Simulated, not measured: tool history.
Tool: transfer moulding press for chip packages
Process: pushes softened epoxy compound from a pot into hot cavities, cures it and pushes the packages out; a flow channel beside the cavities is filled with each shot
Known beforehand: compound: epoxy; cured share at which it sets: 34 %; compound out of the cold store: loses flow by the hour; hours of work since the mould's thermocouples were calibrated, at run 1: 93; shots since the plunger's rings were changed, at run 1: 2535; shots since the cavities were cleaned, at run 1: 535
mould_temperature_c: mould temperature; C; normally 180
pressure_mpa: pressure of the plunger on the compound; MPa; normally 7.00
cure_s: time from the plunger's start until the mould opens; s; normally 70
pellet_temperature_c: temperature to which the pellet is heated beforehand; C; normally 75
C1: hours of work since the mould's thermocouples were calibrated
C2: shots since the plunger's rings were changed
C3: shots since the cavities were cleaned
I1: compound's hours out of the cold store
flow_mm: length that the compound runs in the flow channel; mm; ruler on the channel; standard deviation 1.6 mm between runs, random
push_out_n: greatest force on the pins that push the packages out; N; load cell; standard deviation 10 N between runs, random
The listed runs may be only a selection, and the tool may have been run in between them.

Run 1, hour 0.0: usual settings; C1 93; C2 2535; C3 535; I1 13.2. Result: flow_mm 795 mm, push_out_n 480 N.
Run 2, hour 9.7: usual settings; C1 98; C2 2663; C3 663; I1 33.4. Result: flow_mm 718 mm, push_out_n 459 N.
Run 3, hour 20.3: usual settings; C1 103; C2 2800; C3 800; I1 26.3. Result: flow_mm 744 mm, push_out_n 472 N.
At hour 26.7: cavities cleaned with cleaning compound and waxed.
Run 4, hour 29.9: usual settings; C1 107; C2 2907; C3 43; I1 14.3. Result: flow_mm 790 mm, push_out_n 483 N.
Run 5, hour 45.4: usual settings; C1 115; C2 3109; C3 245; I1 37.0. Result: flow_mm 705 mm, push_out_n 464 N.
Run 6, hour 59.0: usual settings; C1 121; C2 3287; C3 423; I1 26.9. Result: flow_mm 740 mm, push_out_n 457 N.
Run 7, hour 74.5: usual settings but pellet_temperature_c 73 C; C1 129; C2 3490; C3 626; I1 43.8. Result: flow_mm 680 mm, push_out_n 449 N.
Run 8, hour 86.7: usual settings but cure_s 67 s, pellet_temperature_c 73 C; C1 135; C2 3650; C3 786; I1 18.9. Result: flow_mm 772 mm, push_out_n 539 N.
At hour 94.0: cavities cleaned with cleaning compound and waxed.
Run 9, hour 100.5: usual settings but cure_s 90 s; C1 141; C2 3810; C3 84; I1 35.0. Result: flow_mm 711 mm, push_out_n 324 N.
Run 10, hour 108.0: usual settings but cure_s 90 s; C1 145; C2 3908; C3 182; I1 35.4. Result: flow_mm 705 mm, push_out_n 350 N.
Run 11, hour 116.9: usual settings but cure_s 76 s; C1 149; C2 4025; C3 299; I1 38.2. Result: flow_mm 700 mm, push_out_n 397 N.
Run 12, hour 128.5: usual settings but cure_s 58 s; C1 155; C2 4176; C3 450; I1 17.3. Result: flow_mm 781 mm, push_out_n 820 N.
Run 13, hour 142.3: usual settings but pressure_mpa 6.72 MPa; C1 162; C2 4357; C3 631; I1 24.3. Result: flow_mm 734 mm, push_out_n 498 N.
Run 14, hour 157.7: usual settings but mould_temperature_c 183 C; C1 170; C2 4559; C3 833; I1 39.8. Result: flow_mm 692 mm, push_out_n 404 N.
At hour 161.5: cavities cleaned with cleaning compound and waxed.
Run 15, hour 171.3: usual settings but mould_temperature_c 188 C, pressure_mpa 7.16 MPa, cure_s 55 s, pellet_temperature_c 66 C; C1 176; C2 4717; C3 128; I1 34.9. Result: flow_mm 706 mm, push_out_n 492 N.
Run 16, hour 184.8: usual settings but mould_temperature_c 188 C, pressure_mpa 7.16 MPa, cure_s 55 s, pellet_temperature_c 66 C; C1 182; C2 4893; C3 304; I1 9.8. Result: flow_mm 803 mm, push_out_n 526 N.
Run 17, hour 196.6: usual settings but mould_temperature_c 182 C, pressure_mpa 7.52 MPa, cure_s 55 s, pellet_temperature_c 77 C; C1 188; C2 5047; C3 458; I1 39.6. Result: flow_mm 715 mm, push_out_n 694 N.
Run 18, hour 214.1: usual settings but mould_temperature_c 182 C, pressure_mpa 7.52 MPa, cure_s 55 s, pellet_temperature_c 77 C; C1 197; C2 5277; C3 688; I1 26.7. Result: flow_mm 762 mm, push_out_n 751 N.
Run 19, hour 224.1: usual settings but mould_temperature_c 182 C, pressure_mpa 7.52 MPa, cure_s 55 s, pellet_temperature_c 77 C; C1 202; C2 5407; C3 818; I1 17.3. Result: flow_mm 803 mm, push_out_n 775 N.

Predict the results of run 20:
At hour 229.0: cavities cleaned with cleaning compound and waxed.
Run 20, hour 240.6: usual settings but mould_temperature_c 182 C, pressure_mpa 7.52 MPa, cure_s 55 s, pellet_temperature_c 77 C; C1 209; C2 5604; C3 152; I1 42.1. Result: flow_mm ?, push_out_n ?.

For run 20 the tool returned flow_mm 708 mm, push_out_n 657 N.
With the hidden condition absent and the run-to-run variation left alone, this run would have shown flow_mm 709 mm, push_out_n 654 N.

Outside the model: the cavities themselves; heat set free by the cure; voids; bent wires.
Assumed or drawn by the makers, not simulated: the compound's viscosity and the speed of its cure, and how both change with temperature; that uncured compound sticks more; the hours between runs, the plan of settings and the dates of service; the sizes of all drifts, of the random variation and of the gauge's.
